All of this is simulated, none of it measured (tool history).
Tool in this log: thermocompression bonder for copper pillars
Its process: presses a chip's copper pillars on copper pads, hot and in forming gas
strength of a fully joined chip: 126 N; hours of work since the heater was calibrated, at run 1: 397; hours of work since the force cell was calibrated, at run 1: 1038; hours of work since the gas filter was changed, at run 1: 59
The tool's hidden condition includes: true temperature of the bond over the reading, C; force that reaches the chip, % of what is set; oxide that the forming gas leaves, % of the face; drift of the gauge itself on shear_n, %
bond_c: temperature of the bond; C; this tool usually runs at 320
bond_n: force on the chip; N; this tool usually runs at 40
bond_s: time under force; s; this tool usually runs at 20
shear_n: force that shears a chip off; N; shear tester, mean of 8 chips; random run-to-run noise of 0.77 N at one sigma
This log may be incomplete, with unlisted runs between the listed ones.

run    day  bond_c  bond_n  bond_s  hours of work since the heater was calibrated  hours of work since the force cell was calibrated  hours of work since the gas filter was changed  shear_n
  1  0.000     320      40      20                                            397                                               1038                                              59     91.0
  2  0.558     320      42      20                                            406                                               1047                                              69     93.3
  3  0.892     320      42      20                                            412                                               1052                                              74     94.6
     1.217  -- force cell calibrated
  4  1.379     320      42      20                                            419                                                  3                                              81     94.0
  5  1.858     320      42      20                                            426                                                 11                                              89     92.5
  6  2.296     320      42      20                                            434                                                 18                                              96     94.8
  7  2.758     306      40      20                                            441                                                 26                                             104     84.2
  8  3.192     349      40      20                                            449                                                 33                                             111    101.8
  9  3.688     334      31      27                                            457                                                 41                                             119     89.2
     3.950  -- forming gas filter changed
 10  4.000     312      31      27                                            462                                                 46                                               1     77.1
 11  4.367     345      52      26                                            468                                                 52                                               7    116.3

Below are 3 alternative next runs, each starting from the tool's condition after run 11. Predict each:
  A  4.742     345      41      26                                            474                                                 58                                              13        ?
  B  4.742     292      26      22                                            474                                                 58                                              13        ?
  C  4.742     315      40      49                                            474                                                 58                                              13        ?

run  shear_n
  A    106.3
  B     53.2
  C    107.7
Without the tool's unlogged condition, the same runs would have read:
run  shear_n
  A    106.4
  B     53.3
  C    107.9
